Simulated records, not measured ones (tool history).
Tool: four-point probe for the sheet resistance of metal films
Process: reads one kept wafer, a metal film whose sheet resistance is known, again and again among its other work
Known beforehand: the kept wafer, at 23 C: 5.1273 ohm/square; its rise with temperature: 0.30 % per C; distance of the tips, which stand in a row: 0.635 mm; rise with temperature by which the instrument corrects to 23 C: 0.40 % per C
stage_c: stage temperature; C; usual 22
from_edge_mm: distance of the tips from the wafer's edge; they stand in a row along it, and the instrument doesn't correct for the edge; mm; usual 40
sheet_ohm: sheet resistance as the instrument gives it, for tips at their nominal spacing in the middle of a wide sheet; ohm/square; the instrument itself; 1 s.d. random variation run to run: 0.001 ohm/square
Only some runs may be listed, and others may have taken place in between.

run	hour	stage_c	from_edge_mm	sheet_ohm
1	0	22	40	5.138638
2	20.7	22	8	5.154887
3	40.2	22	4	5.208618
4	60.7	22	4	5.209575
5	91.6	22	4	5.210963
6	111.6	30	40	5.105018
7	128.4	30	40	5.106676
8	147.1	30	40	5.10699
9	177.4	30	41	5.1078
10	203.7	30	41	5.111029
11	217.3	30	41	5.110934
12	235.7	23	40	5.147199
13	264	23	40	5.147444

Predict the results of run 14:
14	294.5	28	7	?

{"run 14": {"sheet_ohm": 5.148568}}
On a tool with no hidden condition, and with the same random variation, this run would have come out at sheet_ohm 5.125604 ohm/square.

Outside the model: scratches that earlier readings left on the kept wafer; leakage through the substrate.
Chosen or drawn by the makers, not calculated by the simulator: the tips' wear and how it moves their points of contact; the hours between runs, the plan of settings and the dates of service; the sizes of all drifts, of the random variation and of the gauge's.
